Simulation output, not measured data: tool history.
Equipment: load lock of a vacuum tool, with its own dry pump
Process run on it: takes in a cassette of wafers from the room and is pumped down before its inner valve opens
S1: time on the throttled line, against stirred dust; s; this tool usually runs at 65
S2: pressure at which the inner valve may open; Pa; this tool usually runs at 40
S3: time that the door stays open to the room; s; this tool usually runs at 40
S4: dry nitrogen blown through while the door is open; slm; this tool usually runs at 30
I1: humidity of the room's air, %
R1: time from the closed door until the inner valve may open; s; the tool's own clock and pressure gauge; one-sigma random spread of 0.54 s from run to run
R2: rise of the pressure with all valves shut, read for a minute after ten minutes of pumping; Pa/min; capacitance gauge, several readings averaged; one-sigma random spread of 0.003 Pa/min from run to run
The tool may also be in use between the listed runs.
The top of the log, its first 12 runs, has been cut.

run,hour,S1,S2,S3,S4,I1,R1,R2
13,1199.3,65,40,40,30,43.4,111.1,0.014
14,1325.1,65,40,40,30,46.8,110.7,0.017
15,1387.6,65,40,40,30,45.5,109.8,0.018
16,1490.6,104,40,40,30,46.3,138.0,0.015
17,1572.4,104,40,40,30,50.2,138.5,0.015
18,1691.3,106,40,40,30,46.3,139.2,0.017
19,1765.2,65,45,40,30,43.1,109.8,0.014
20,1867.4,65,38,40,30,44.5,110.6,0.016
21,1968.1,33,33,40,12,48.1,88.7,0.019
22,2037.9,33,33,40,12,44.8,89.0,0.024
23,2165.9,104,43,40,12,42.5,137.5,0.018
# hour 2295.1: dry pump taken out, an overhauled one fitted
24,2297.2,35,48,80,12,41.8,87.9,0.029
25,2387.4,35,48,80,12,41.0,87.5,0.027
26,2515.9,35,48,80,12,44.1,87.0,0.031
27,2600.0,54,42,58,17,45.1,102.1,0.025
28,2720.7,44,79,43,21,41.1,89.1,0.017
29,2854.7,44,79,43,9,41.5,89.0,0.025
30,2913.7,47,63,115,17,40.8,92.9,0.023
31,3019.3,83,40,40,14,42.6,123.0,0.023
32,3144.0,83,40,40,14,45.7,124.3,0.023
33,3244.7,83,40,40,14,41.3,122.9,0.021
34,3325.5,83,54,74,14,45.7,120.9,0.030
35,3417.6,83,54,74,14,46.0,121.1,0.032
36,3520.7,112,31,34,14,46.8,146.9,0.020
37,3627.3,36,40,25,22,42.0,89.8,0.015

Here are 3 independent what-if runs from the current tool condition. What would each one return?
A,3706.2,36,39,42,13,44.4,?,?
B,3706.2,65,40,40,11,46.1,?,?
C,3706.2,81,56,108,30,44.7,?,?

run,R1,R2
A,88.6,0.021
B,110.4,0.023
C,118.8,0.027
Take away the tool's hidden state, keep each run's random variation, and the runs would have read:
run,R1,R2
A,88.6,0.021
B,110.3,0.023
C,118.8,0.027

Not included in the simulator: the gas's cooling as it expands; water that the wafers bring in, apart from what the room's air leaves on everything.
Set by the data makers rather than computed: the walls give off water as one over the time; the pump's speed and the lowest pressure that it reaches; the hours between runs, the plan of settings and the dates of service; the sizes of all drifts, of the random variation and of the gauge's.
